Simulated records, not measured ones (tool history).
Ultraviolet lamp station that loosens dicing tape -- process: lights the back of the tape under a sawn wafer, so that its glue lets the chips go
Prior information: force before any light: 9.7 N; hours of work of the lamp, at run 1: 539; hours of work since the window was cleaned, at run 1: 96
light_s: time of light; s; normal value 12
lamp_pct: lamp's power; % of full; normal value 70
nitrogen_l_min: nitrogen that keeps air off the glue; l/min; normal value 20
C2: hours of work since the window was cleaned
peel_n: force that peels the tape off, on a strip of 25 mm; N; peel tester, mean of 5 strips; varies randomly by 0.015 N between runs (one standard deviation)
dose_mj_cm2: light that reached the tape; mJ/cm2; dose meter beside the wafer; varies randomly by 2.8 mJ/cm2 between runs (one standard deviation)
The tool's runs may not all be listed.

run 1 hour=0.0 | light_s=12 lamp_pct=70 nitrogen_l_min=20 | hours_of_work_of_the_lamp=539 C2=96 | peel_n=1.577 dose_mj_cm2=268
run 2 hour=9.5 | light_s=12 lamp_pct=70 nitrogen_l_min=20 | hours_of_work_of_the_lamp=546 C2=103 | peel_n=1.625 dose_mj_cm2=257
run 3 hour=21.6 | light_s=12 lamp_pct=70 nitrogen_l_min=20 | hours_of_work_of_the_lamp=556 C2=113 | peel_n=1.644 dose_mj_cm2=259
run 4 hour=34.9 | light_s=16 lamp_pct=70 nitrogen_l_min=20 | hours_of_work_of_the_lamp=566 C2=123 | peel_n=1.006 dose_mj_cm2=339
run 5 hour=51.3 | light_s=16 lamp_pct=70 nitrogen_l_min=20 | hours_of_work_of_the_lamp=579 C2=136 | peel_n=1.052 dose_mj_cm2=334
run 6 hour=73.1 | light_s=12 lamp_pct=70 nitrogen_l_min=20 | hours_of_work_of_the_lamp=596 C2=153 | peel_n=1.819 dose_mj_cm2=245
run 7 hour=86.4 | light_s=12 lamp_pct=70 nitrogen_l_min=20 | hours_of_work_of_the_lamp=606 C2=163 | peel_n=1.874 dose_mj_cm2=237
run 8 hour=106.8 | light_s=12 lamp_pct=70 nitrogen_l_min=20 | hours_of_work_of_the_lamp=622 C2=179 | peel_n=1.948 dose_mj_cm2=234
-- hour=129.9 lamp changed
run 9 hour=129.9 | light_s=7 lamp_pct=70 nitrogen_l_min=20 | hours_of_work_of_the_lamp=0 C2=196 | peel_n=2.574 dose_mj_cm2=195
-- hour=140.1 window cleaned of glue's vapour
run 10 hour=144.5 | light_s=8 lamp_pct=70 nitrogen_l_min=20 | hours_of_work_of_the_lamp=11 C2=3 | peel_n=2.518 dose_mj_cm2=196
run 11 hour=157.6 | light_s=8 lamp_pct=70 nitrogen_l_min=20 | hours_of_work_of_the_lamp=21 C2=14 | peel_n=2.574 dose_mj_cm2=194
run 12 hour=177.2 | light_s=7 lamp_pct=70 nitrogen_l_min=20 | hours_of_work_of_the_lamp=36 C2=29 | peel_n=3.104 dose_mj_cm2=164
-- hour=181.9 window cleaned of glue's vapour, once more
run 13 hour=194.9 | light_s=7 lamp_pct=70 nitrogen_l_min=20 | hours_of_work_of_the_lamp=50 C2=10 | peel_n=2.105 dose_mj_cm2=224
run 14 hour=209.6 | light_s=7 lamp_pct=70 nitrogen_l_min=20 | hours_of_work_of_the_lamp=61 C2=21 | peel_n=2.057 dose_mj_cm2=222
run 15 hour=226.9 | light_s=12 lamp_pct=69 nitrogen_l_min=20 | hours_of_work_of_the_lamp=74 C2=35 | peel_n=0.815 dose_mj_cm2=366
run 16 hour=249.6 | light_s=12 lamp_pct=69 nitrogen_l_min=20 | hours_of_work_of_the_lamp=92 C2=52 | peel_n=0.878 dose_mj_cm2=360
run 17 hour=271.5 | light_s=12 lamp_pct=69 nitrogen_l_min=20 | hours_of_work_of_the_lamp=109 C2=69 | peel_n=0.916 dose_mj_cm2=352
run 18 hour=285.9 | light_s=12 lamp_pct=69 nitrogen_l_min=20 | hours_of_work_of_the_lamp=120 C2=81 | peel_n=0.978 dose_mj_cm2=347
run 19 hour=300.6 | light_s=12 lamp_pct=70 nitrogen_l_min=20 | hours_of_work_of_the_lamp=132 C2=92 | peel_n=0.934 dose_mj_cm2=349
run 20 hour=313.5 | light_s=12 lamp_pct=70 nitrogen_l_min=20 | hours_of_work_of_the_lamp=142 C2=102 | peel_n=0.997 dose_mj_cm2=343
run 21 hour=334.7 | light_s=12 lamp_pct=70 nitrogen_l_min=20 | hours_of_work_of_the_lamp=158 C2=118 | peel_n=0.995 dose_mj_cm2=337
run 22 hour=348.7 | light_s=12 lamp_pct=81 nitrogen_l_min=20 | hours_of_work_of_the_lamp=169 C2=129 | peel_n=0.770 dose_mj_cm2=382
run 23 hour=365.8 | light_s=19 lamp_pct=61 nitrogen_l_min=9 | hours_of_work_of_the_lamp=182 C2=143 | peel_n=0.921 dose_mj_cm2=446
run 24 hour=386.4 | light_s=12 lamp_pct=61 nitrogen_l_min=9 | hours_of_work_of_the_lamp=198 C2=158 | peel_n=2.144 dose_mj_cm2=274
run 25 hour=398.6 | light_s=15 lamp_pct=66 nitrogen_l_min=17 | hours_of_work_of_the_lamp=208 C2=168 | peel_n=0.938 dose_mj_cm2=367
run 26 hour=409.9 | light_s=12 lamp_pct=87 nitrogen_l_min=38 | hours_of_work_of_the_lamp=216 C2=177 | peel_n=0.576 dose_mj_cm2=379
run 27 hour=421.2 | light_s=14 lamp_pct=78 nitrogen_l_min=20 | hours_of_work_of_the_lamp=225 C2=185 | peel_n=0.731 dose_mj_cm2=395
run 28 hour=442.5 | light_s=12 lamp_pct=98 nitrogen_l_min=20 | hours_of_work_of_the_lamp=242 C2=202 | peel_n=0.649 dose_mj_cm2=415
-- hour=445.0 window cleaned of glue's vapour
run 29 hour=465.0 | light_s=13 lamp_pct=65 nitrogen_l_min=21 | hours_of_work_of_the_lamp=259 C2=15 | peel_n=0.964 dose_mj_cm2=341
run 30 hour=488.4 | light_s=13 lamp_pct=65 nitrogen_l_min=21 | hours_of_work_of_the_lamp=277 C2=34 | peel_n=0.996 dose_mj_cm2=338
run 31 hour=500.9 | light_s=15 lamp_pct=70 nitrogen_l_min=20 | hours_of_work_of_the_lamp=286 C2=43 | peel_n=0.645 dose_mj_cm2=414
run 32 hour=519.5 | light_s=16 lamp_pct=75 nitrogen_l_min=29 | hours_of_work_of_the_lamp=301 C2=58 | peel_n=0.431 dose_mj_cm2=460
run 33 hour=536.9 | light_s=12 lamp_pct=70 nitrogen_l_min=7 | hours_of_work_of_the_lamp=314 C2=71 | peel_n=1.907 dose_mj_cm2=316
run 34 hour=548.0 | light_s=12 lamp_pct=88 nitrogen_l_min=7 | hours_of_work_of_the_lamp=323 C2=80 | peel_n=1.329 dose_mj_cm2=394
run 35 hour=562.9 | light_s=12 lamp_pct=88 nitrogen_l_min=7 | hours_of_work_of_the_lamp=334 C2=91 | peel_n=1.374 dose_mj_cm2=386
run 36 hour=583.0 | light_s=12 lamp_pct=88 nitrogen_l_min=7 | hours_of_work_of_the_lamp=350 C2=107 | peel_n=1.400 dose_mj_cm2=384
run 37 hour=599.3 | light_s=8 lamp_pct=96 nitrogen_l_min=20 | hours_of_work_of_the_lamp=363 C2=120 | peel_n=1.618 dose_mj_cm2=269
run 38 hour=609.6 | light_s=8 lamp_pct=96 nitrogen_l_min=20 | hours_of_work_of_the_lamp=371 C2=128 | peel_n=1.577 dose_mj_cm2=268
run 39 hour=631.0 | light_s=12 lamp_pct=72 nitrogen_l_min=12 | hours_of_work_of_the_lamp=387 C2=144 | peel_n=1.716 dose_mj_cm2=295
run 40 hour=652.0 | light_s=7 lamp_pct=86 nitrogen_l_min=15 | hours_of_work_of_the_lamp=403 C2=160 | peel_n=2.649 dose_mj_cm2=201
run 41 hour=666.4 | light_s=8 lamp_pct=60 nitrogen_l_min=28 | hours_of_work_of_the_lamp=415 C2=172 | peel_n=3.071 dose_mj_cm2=155
run 42 hour=687.7 | light_s=21 lamp_pct=69 nitrogen_l_min=28 | hours_of_work_of_the_lamp=431 C2=188 | peel_n=0.428 dose_mj_cm2=460

Across each entry between runs, compare the hidden state at the last listed run before it with the hidden state at the first listed run after it:
Run 8 -> run 9: lamp changed (hour 129.9)
  lamp's light, % of a new lamp's: 67.9 -> 99.4; light that the window lets through, % of a clean one's: 85.9 -> 84.5
  what was measured, less what the result would be without the hidden state, peel_n: +1.256 -> +0.568 N; dose_mj_cm2: -167 -> -38 mJ/cm2
Run 9 -> run 10: window cleaned of glue's vapour (hour 140.1)
  lamp's light, % of a new lamp's: 99.4 -> 98.9; light that the window lets through, % of a clean one's: 84.5 -> 74.1
  what was measured, less what the result would be without the hidden state, peel_n: +0.568 -> +0.943 N; dose_mj_cm2: -38 -> -72 mJ/cm2
Run 12 -> run 13: window cleaned of glue's vapour, once more (hour 181.9)
  lamp's light, % of a new lamp's: 97.6 -> 96.9; light that the window lets through, % of a clean one's: 72.2 -> 99.2
  what was measured, less what the result would be without the hidden state, peel_n: +1.152 -> +0.122 N; dose_mj_cm2: -68 -> -9 mJ/cm2
Run 28 -> run 29: window cleaned of glue's vapour (hour 445.0)
  lamp's light, % of a new lamp's: 87.3 -> 86.5; light that the window lets through, % of a clean one's: 84.8 -> 98.4
  what was measured, less what the result would be without the hidden state, peel_n: +0.325 -> +0.291 N; dose_mj_cm2: -145 -> -60 mJ/cm2

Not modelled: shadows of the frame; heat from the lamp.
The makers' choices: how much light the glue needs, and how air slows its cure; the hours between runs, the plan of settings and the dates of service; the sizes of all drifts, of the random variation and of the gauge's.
